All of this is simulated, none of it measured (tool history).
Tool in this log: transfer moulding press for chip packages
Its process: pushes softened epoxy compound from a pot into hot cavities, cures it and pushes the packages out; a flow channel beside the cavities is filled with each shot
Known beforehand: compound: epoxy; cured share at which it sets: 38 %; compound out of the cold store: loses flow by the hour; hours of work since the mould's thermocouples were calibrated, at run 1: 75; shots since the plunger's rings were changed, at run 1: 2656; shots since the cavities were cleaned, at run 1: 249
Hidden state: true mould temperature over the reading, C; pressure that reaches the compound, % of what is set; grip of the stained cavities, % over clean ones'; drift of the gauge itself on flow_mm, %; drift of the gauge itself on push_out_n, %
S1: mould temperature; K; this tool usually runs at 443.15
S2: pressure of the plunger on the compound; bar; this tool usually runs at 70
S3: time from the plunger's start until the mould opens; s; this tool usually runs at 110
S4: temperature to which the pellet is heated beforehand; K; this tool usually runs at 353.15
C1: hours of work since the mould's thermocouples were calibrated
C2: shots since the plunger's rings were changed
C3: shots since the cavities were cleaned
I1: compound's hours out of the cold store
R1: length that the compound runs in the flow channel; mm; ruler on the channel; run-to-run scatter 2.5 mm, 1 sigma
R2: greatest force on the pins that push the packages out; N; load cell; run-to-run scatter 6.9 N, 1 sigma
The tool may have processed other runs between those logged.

run	hour	S1	S2	S3	S4	C1	C2	C3	I1	R1	R2
1	0	443.15	70	110	353.15	75	2656	249	33.5	842	352
2	16.4	443.15	70	133	353.15	87	2840	433	8.8	900	367
3	31.6	443.15	70	133	353.15	98	3009	602	10.5	897	400
4	49.3	443.15	70	133	353.15	110	3208	801	39	822	425
5	60.3	443.15	70	133	353.15	118	3332	925	29.1	848	455
6	71.8	443.15	70	110	353.15	126	3460	1053	17.1	879	504
# hour 77.7: plunger's sealing rings changed
# hour 85.1: cavities cleaned with cleaning compound and waxed
7	90.3	443.15	70	110	353.15	137	125	58	8.2	922	312
8	99.9	443.15	70	110	353.15	144	232	165	13.6	902	333
9	113.5	443.15	70	110	353.15	153	385	318	47.4	826	395
10	128.3	443.15	70	110	353.15	164	550	483	9.8	915	443
11	143.8	443.15	70	110	351.15	175	724	657	8.4	917	477
12	152.8	443.15	70	110	351.15	181	825	758	35.1	850	467
13	164.7	443.15	70	110	351.15	190	959	892	12.7	905	520
14	172.5	443.15	70	110	353.15	195	1045	978	23.6	876	493
# hour 189.6: cavities cleaned with cleaning compound and waxed
15	189.6	443.15	70	110	353.15	206	1220	0	12.1	905	286
16	204.3	443.15	83.6	146	353.15	217	1385	165	27	941	320
17	217.7	450.15	57.6	94	353.15	226	1536	316	33.3	748	368
18	228.5	450.15	57.6	94	353.15	234	1656	436	15.6	792	415
19	238.1	443.15	67.5	110	353.15	241	1763	543	35.7	829	452
20	248.9	443.15	67.5	110	353.15	248	1885	665	45.1	805	477
21	263.6	443.15	67.5	110	353.15	259	2049	829	26.9	846	490
22	279.6	444.15	55.6	148	359.15	270	2229	1009	45.7	728	459
23	290.4	439.15	70	110	348.15	278	2350	1130	42.5	833	624
# hour 294.2: cavities cleaned with cleaning compound and waxed
24	305	439.15	70	110	348.15	287	2497	122	30.2	863	393
25	318.7	450.15	85	138	353.15	297	2650	275	10.3	966	349
26	337.1	448.15	52.8	110	351.15	310	2855	480	18.2	748	384
27	350.2	443.15	70	147	355.15	319	3003	628	39.3	827	416
28	367.1	443.15	70	147	355.15	331	3192	817	15.7	885	428

Consider 3 possible next runs. They are alternatives, not a sequence: every one starts from the tool as it was left by run 28. What does each give?
A	375.3	441.15	67.2	110	353.15	337	3284	909	17.1	?	?
B	375.3	443.15	70	110	353.15	337	3284	909	46.8	?	?
C	375.3	442.15	70	97	346.15	337	3284	909	25.9	?	?

run	R1	R2
A	866	565
B	808	481
C	861	653
What these runs would have given with no unlogged condition in the tool:
run	R1	R2
A	886	311
B	827	269
C	881	352
